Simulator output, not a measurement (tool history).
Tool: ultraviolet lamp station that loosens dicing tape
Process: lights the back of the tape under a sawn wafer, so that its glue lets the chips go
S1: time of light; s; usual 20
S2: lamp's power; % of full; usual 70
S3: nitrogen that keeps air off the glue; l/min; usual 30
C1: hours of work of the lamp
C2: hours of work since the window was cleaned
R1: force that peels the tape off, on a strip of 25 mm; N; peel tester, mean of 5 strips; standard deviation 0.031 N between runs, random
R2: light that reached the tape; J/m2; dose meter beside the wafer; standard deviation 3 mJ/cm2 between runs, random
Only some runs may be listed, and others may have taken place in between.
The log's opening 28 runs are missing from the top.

run,hour,S1,S2,S3,C1,C2,R1,R2
29,963.6,39,61,25,655,122,0.799,6570
30,1005.3,20,100,10,678,145,1.761,5360
31,1027.2,20,100,10,690,158,1.772,5380
32,1077.1,20,85,10,718,185,2.416,4440
33,1124.6,30,100,16,745,212,0.687,7730
# hour 1138.2: window cleaned of glue's vapour
34,1174.5,27,63,24,772,20,1.459,4970
35,1217.8,27,63,24,796,44,1.448,4940
36,1246.2,27,63,24,812,60,1.520,4790
37,1272.2,27,63,24,827,75,1.511,4740
38,1311.5,22,75,19,849,97,1.816,4480
39,1360.8,20,72,21,876,124,2.275,3870
40,1392.9,15,73,26,894,142,3.082,2860
41,1419.7,15,73,26,909,157,3.221,2810
42,1463.9,15,73,26,933,181,3.441,2760
43,1510.9,11,70,47,960,208,4.339,1940

Forecast each of these 4 alternatives for the next run:
# hour 1532.4: window cleaned of glue's vapour
A,1553.6,11,80,47,983,12,?,?
# hour 1532.4: window cleaned of glue's vapour
B,1553.6,11,70,17,983,12,?,?
# hour 1532.4: window cleaned of glue's vapour
C,1553.6,12,62,27,983,12,?,?
# hour 1532.4: window cleaned of glue's vapour
D,1553.6,20,99,43,983,12,?,?

run,R1,R2
A,3.248,2530
B,4.429,2190
C,4.296,2140
D,0.881,5660
What these runs would have given with no unlogged condition in the tool:
run,R1,R2
A,2.752,2900
B,3.920,2510
C,3.774,2450
D,0.642,6500
